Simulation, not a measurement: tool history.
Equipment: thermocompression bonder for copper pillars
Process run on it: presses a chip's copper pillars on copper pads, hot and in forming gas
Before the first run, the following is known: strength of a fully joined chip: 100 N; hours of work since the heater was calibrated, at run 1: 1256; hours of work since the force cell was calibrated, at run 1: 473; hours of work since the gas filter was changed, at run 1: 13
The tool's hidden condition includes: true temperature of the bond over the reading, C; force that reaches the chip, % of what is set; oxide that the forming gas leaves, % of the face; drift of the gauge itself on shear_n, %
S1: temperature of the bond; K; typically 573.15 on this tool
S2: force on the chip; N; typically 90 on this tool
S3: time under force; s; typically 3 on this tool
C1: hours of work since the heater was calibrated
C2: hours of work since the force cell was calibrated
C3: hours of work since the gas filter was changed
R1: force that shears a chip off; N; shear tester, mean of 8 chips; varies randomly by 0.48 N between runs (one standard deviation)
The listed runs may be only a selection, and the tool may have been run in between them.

run     day      S1   S2  S3    C1   C2   C3    R1
  1       0  573.15   90   3  1256  473   13  60.4
  2   0.433  573.15   90   3  1263  479   19  60.6
  3   0.971  573.15   90   3  1271  487   27  61.2
  4     1.4  553.15   90   3  1277  494   34  48.4
  5   2.104  553.15   90   3  1288  504   44  48.3
  6   2.696  553.15   90   3  1296  513   53  48.3
  7   3.312  553.15   90   3  1306  522   62  48.7
  8   4.212  553.15   90   3  1319  536   76  47.7
      5.008  -- heater calibrated with a thermocouple chip
  9   5.008  573.15   90   3     0  546   87  58.1
 10   5.908  573.15   90   3    13  560  100  57.6
 11   6.483  573.15   90   3    22  569  109  57.2
 12   6.875  573.15   90   3    28  574  114  57.9
 13   7.638  573.15   90   3    39  586  126    57
 14   8.475  573.15  111   3    52  598  138  65.2
 15   8.892  573.15   91   3    58  605  145  57.8
 16   9.575  573.15   91   3    68  615  155  57.7
 17  10.096  573.15   73   3    76  623  163  49.4
 18  10.979  573.15   90   3    89  636  176  56.8
 19  11.579  573.15   90   3    98  645  185  55.9
 20  12.275  573.15   90   3   109  655  195  56.3
 21  13.071  573.15   90   3   120  667  207  56.7
 22  13.521  591.15   65   2   127  674  214  47.5
 23  14.042  591.15   65   2   135  681  222  48.1
 24   14.45  591.15   65   2   141  688  228  48.6
 25  15.325  591.15   65   2   154  701  241  47.2
 26  15.929  591.15   65   2   163  710  250  49.2
 27  16.733  591.15   66   2   175  722  262  48.7
 28  17.492  573.15  118   3   187  733  273  65.9
 29  18.058  573.15  118   3   195  742  282  65.5
 30  18.708  573.15  118   3   205  751  291  65.9
 31  19.267  573.15  118   3   213  760  300  65.4
 32  19.892  573.15  119   2   222  769  309  58.5
 33  20.338  573.15  119   2   229  776  316  59.9
 34   21.15  565.15  119   3   241  788  328  61.1
 35  21.833  565.15  119   3   251  798  338  60.8
 36  22.704  558.15  119   3   264  811  351  57.4
 37  23.317  558.15  119   3   274  820  360  56.7
 38  23.842  558.15  119   3   281  828  368  56.8
 39  24.475  583.15  119   4   291  837  377  75.6
 40  24.896  545.15   64   4   297  844  384  33.6
 41  25.533  545.15   64   4   307  853  393  32.9

How the hidden state differs across the entries between the runs, from the last listed run before each to the first after it:
Between runs 8 and 9: heater calibrated with a thermocouple chip (day 5.008)
  true temperature of the bond over the reading, C: 4.8 -> 0.5; oxide that the forming gas leaves, % of the face: 1.84 -> 2.02
  difference, measured minus the result without the unlogged condition, R1: +1.7 -> -1.1 N

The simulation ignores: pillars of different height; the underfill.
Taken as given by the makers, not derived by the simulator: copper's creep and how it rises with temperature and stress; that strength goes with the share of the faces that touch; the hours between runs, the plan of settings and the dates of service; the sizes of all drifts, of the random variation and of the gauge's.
